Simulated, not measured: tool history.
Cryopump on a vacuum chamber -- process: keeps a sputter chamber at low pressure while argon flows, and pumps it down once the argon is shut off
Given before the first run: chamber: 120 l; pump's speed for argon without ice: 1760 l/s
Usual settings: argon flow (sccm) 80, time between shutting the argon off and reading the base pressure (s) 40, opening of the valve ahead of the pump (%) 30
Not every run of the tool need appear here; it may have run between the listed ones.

run	hour	argon flow (sccm)	time between shutting the argon off and reading the base pressure (s)	opening of the valve ahead of the pump (%)	pressure while argon flows (Pa)	pressure after the wait (uPa)
1	0.0	80	40	30	0.2581	2.21
2	12.3	80	40	30	0.2593	2.12
3	22.8	80	40	30	0.2593	2.13
4	35.1	80	40	30	0.2602	2.09
5	43.3	80	40	30	0.2593	2.18
6	51.6	80	40	30	0.2622	2.22
7	68.6	80	40	30	0.2626	2.24
8	76.4	80	40	30	0.2628	2.18
9	88.5	80	128	30	0.2623	1.23
10	106.1	80	128	30	0.2620	1.19
11	117.3	80	40	30	0.2630	2.17
12	129.0	80	40	30	0.2644	2.13
13	139.5	80	40	42	0.1899	2.27
14	151.5	80	40	42	0.1913	2.18
15	166.4	48	40	30	0.1609	2.29
16	183.2	40	147	22	0.1794	1.18
17	192.3	40	147	22	0.1784	1.15
18	201.3	40	147	22	0.1800	1.23
19	219.1	73	94	46	0.1626	1.42
20	237.2	118	40	55	0.2243	2.28
21	255.1	118	223	55	0.2238	1.08
22	269.7	120	33	15	0.7849	2.62
23	281.6	120	33	15	0.7918	2.74
24	297.7	120	33	15	0.7873	2.60
25	306.5	72	28	30	0.2435	2.97
26	314.2	72	28	30	0.2445	3.01
27	331.7	40	40	28	0.1440	2.37
28	344.9	47	40	56	0.0910	2.42
29	357.9	47	40	56	0.0912	2.36
30	366.8	136	140	28	0.4982	1.31

Measured minus without-hidden-state, run by run (identical run-to-run variation in each term; gauge scatter may differ):
Hidden state at play: pump's speed, % of a pump's without ice; cold plate's temperature, K; leak into the chamber, uPa l/s; drift of the gauge itself on working_pa, %; drift of the gauge itself on base_upa, %.
run	pressure while argon flows (Pa)	pressure after the wait (uPa)
1	+0.0031	+0.49
2	+0.0035	+0.49
3	+0.0038	+0.51
4	+0.0043	+0.49
5	+0.0046	+0.51
6	+0.0049	+0.52
7	+0.0055	+0.54
8	+0.0058	+0.54
9	+0.0061	+0.54
10	+0.0068	+0.55
11	+0.0072	+0.55
12	+0.0077	+0.55
13	+0.0079	+0.58
14	+0.0084	+0.57
15	+0.0055	+0.60
16	+0.0049	+0.60
17	+0.0050	+0.60
18	+0.0052	+0.63
19	+0.0101	+0.62
20	+0.0173	+0.65
21	+0.0184	+0.65
22	+0.0197	+0.66
23	+0.0206	+0.70
24	+0.0214	+0.68
25	+0.0132	+0.69
26	+0.0136	+0.70
27	+0.0078	+0.71
28	+0.0096	+0.73
29	+0.0100	+0.73
30	+0.0296	+0.73

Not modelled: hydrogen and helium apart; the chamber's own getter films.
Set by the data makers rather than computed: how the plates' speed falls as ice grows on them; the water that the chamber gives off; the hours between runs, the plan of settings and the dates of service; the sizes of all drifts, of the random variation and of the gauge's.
